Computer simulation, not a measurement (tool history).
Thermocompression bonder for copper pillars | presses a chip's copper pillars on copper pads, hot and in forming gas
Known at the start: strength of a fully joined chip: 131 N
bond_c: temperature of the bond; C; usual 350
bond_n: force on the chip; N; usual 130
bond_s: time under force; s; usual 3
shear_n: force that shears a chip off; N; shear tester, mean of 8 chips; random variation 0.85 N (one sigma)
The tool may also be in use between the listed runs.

run,hour,bond_c,bond_n,bond_s,shear_n
1,0.0,350,130,3,59.2
2,33.9,350,130,3,60.0
3,64.0,350,130,3,57.1
4,112.1,350,130,3,57.7
# hour 131.6: forming gas filter changed
5,170.3,350,130,3,62.3
6,194.9,350,130,3,61.7
7,244.4,350,130,3,60.7
8,283.5,350,130,3,59.8
9,339.4,347,130,3,58.0
10,369.0,350,130,3,59.4
11,427.0,350,137,7,80.8
12,470.7,364,130,3,65.1
13,517.7,350,85,5,41.6
# hour 526.5: forming gas filter changed
14,563.5,350,116,2,45.2
15,609.1,379,174,2,90.2
16,638.0,378,183,3,102.4
17,690.2,322,131,3,40.2
18,727.6,364,87,2,36.5
19,764.1,333,100,3,32.9

3 ways to go on from here, each from the tool as it stands after run 19. What would each give?
A,797.1,333,182,3,?
B,797.1,350,116,2,?
C,797.1,333,100,3,?

run,shear_n
A,64.6
B,43.0
C,32.4
Without the tool's hidden state the same runs would have given:
run,shear_n
A,78.8
B,53.8
C,41.3
